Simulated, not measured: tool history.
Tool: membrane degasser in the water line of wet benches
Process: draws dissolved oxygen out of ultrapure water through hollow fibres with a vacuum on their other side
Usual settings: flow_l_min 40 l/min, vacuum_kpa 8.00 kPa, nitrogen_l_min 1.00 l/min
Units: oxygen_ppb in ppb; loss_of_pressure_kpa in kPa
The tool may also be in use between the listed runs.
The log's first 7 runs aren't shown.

run 8 hour=792.1 | flow_l_min=40 vacuum_kpa=8.00 nitrogen_l_min=1.00 | oxygen_ppb=427.8 loss_of_pressure_kpa=55.33
run 9 hour=909.8 | flow_l_min=40 vacuum_kpa=8.00 nitrogen_l_min=0.54 | oxygen_ppb=634.0 loss_of_pressure_kpa=55.56
run 10 hour=1026.6 | flow_l_min=40 vacuum_kpa=8.00 nitrogen_l_min=1.00 | oxygen_ppb=424.9 loss_of_pressure_kpa=55.13
run 11 hour=1162.1 | flow_l_min=40 vacuum_kpa=8.00 nitrogen_l_min=1.00 | oxygen_ppb=426.1 loss_of_pressure_kpa=55.29
run 12 hour=1322.3 | flow_l_min=40 vacuum_kpa=8.00 nitrogen_l_min=0.81 | oxygen_ppb=492.8 loss_of_pressure_kpa=55.09
run 13 hour=1432.8 | flow_l_min=40 vacuum_kpa=8.00 nitrogen_l_min=0.81 | oxygen_ppb=492.2 loss_of_pressure_kpa=55.05
run 14 hour=1562.4 | flow_l_min=40 vacuum_kpa=12.44 nitrogen_l_min=1.00 | oxygen_ppb=745.7 loss_of_pressure_kpa=56.02
run 15 hour=1720.4 | flow_l_min=40 vacuum_kpa=12.44 nitrogen_l_min=1.00 | oxygen_ppb=745.2 loss_of_pressure_kpa=55.52
run 16 hour=1792.6 | flow_l_min=40 vacuum_kpa=12.44 nitrogen_l_min=1.00 | oxygen_ppb=746.6 loss_of_pressure_kpa=55.22
run 17 hour=1956.0 | flow_l_min=40 vacuum_kpa=17.82 nitrogen_l_min=1.48 | oxygen_ppb=830.2 loss_of_pressure_kpa=55.31
run 18 hour=2107.1 | flow_l_min=40 vacuum_kpa=8.00 nitrogen_l_min=0.57 | oxygen_ppb=622.7 loss_of_pressure_kpa=55.30
run 19 hour=2215.3 | flow_l_min=40 vacuum_kpa=8.00 nitrogen_l_min=0.57 | oxygen_ppb=613.8 loss_of_pressure_kpa=55.52
-- hour=2231.1 vacuum gauge calibrated
run 20 hour=2358.5 | flow_l_min=40 vacuum_kpa=5.64 nitrogen_l_min=1.59 | oxygen_ppb=191.1 loss_of_pressure_kpa=55.75
run 21 hour=2478.8 | flow_l_min=40 vacuum_kpa=8.67 nitrogen_l_min=0.61 | oxygen_ppb=668.3 loss_of_pressure_kpa=55.62
run 22 hour=2558.0 | flow_l_min=25 vacuum_kpa=8.00 nitrogen_l_min=1.76 | oxygen_ppb=173.0 loss_of_pressure_kpa=34.80
run 23 hour=2628.0 | flow_l_min=40 vacuum_kpa=18.66 nitrogen_l_min=2.08 | oxygen_ppb=679.8 loss_of_pressure_kpa=55.81
run 24 hour=2796.0 | flow_l_min=40 vacuum_kpa=13.55 nitrogen_l_min=1.00 | oxygen_ppb=826.3 loss_of_pressure_kpa=56.00
run 25 hour=2904.5 | flow_l_min=29 vacuum_kpa=17.97 nitrogen_l_min=1.00 | oxygen_ppb=862.4 loss_of_pressure_kpa=40.43
run 26 hour=2981.6 | flow_l_min=40 vacuum_kpa=12.23 nitrogen_l_min=1.55 | oxygen_ppb=538.6 loss_of_pressure_kpa=56.33
run 27 hour=3055.5 | flow_l_min=51 vacuum_kpa=12.23 nitrogen_l_min=1.31 | oxygen_ppb=764.1 loss_of_pressure_kpa=71.08
run 28 hour=3148.0 | flow_l_min=51 vacuum_kpa=12.23 nitrogen_l_min=1.31 | oxygen_ppb=772.1 loss_of_pressure_kpa=71.05
-- hour=3234.2 vacuum gauge calibrated, once more
run 29 hour=3261.4 | flow_l_min=51 vacuum_kpa=5.36 nitrogen_l_min=0.63 | oxygen_ppb=375.3 loss_of_pressure_kpa=71.17
run 30 hour=3390.0 | flow_l_min=51 vacuum_kpa=5.36 nitrogen_l_min=0.63 | oxygen_ppb=375.2 loss_of_pressure_kpa=70.70
run 31 hour=3518.3 | flow_l_min=61 vacuum_kpa=9.53 nitrogen_l_min=2.19 | oxygen_ppb=515.4 loss_of_pressure_kpa=85.10

3 ways to go on from here, each from the tool as it stands after run 31. What would each give?
run A hour=3683.6 | flow_l_min=35 vacuum_kpa=9.53 nitrogen_l_min=2.19 | oxygen_ppb=? loss_of_pressure_kpa=?
run B hour=3683.6 | flow_l_min=46 vacuum_kpa=8.00 nitrogen_l_min=1.00 | oxygen_ppb=? loss_of_pressure_kpa=?
run C hour=3683.6 | flow_l_min=40 vacuum_kpa=7.70 nitrogen_l_min=1.00 | oxygen_ppb=? loss_of_pressure_kpa=?

run=A oxygen_ppb=258.9 loss_of_pressure_kpa=48.70
run=B oxygen_ppb=483.5 loss_of_pressure_kpa=64.34
run=C oxygen_ppb=393.9 loss_of_pressure_kpa=56.60
Without the tool's hidden state the same runs would have given:
run=A oxygen_ppb=253.7 loss_of_pressure_kpa=47.69
run=B oxygen_ppb=479.6 loss_of_pressure_kpa=63.02
run=C oxygen_ppb=391.0 loss_of_pressure_kpa=55.44
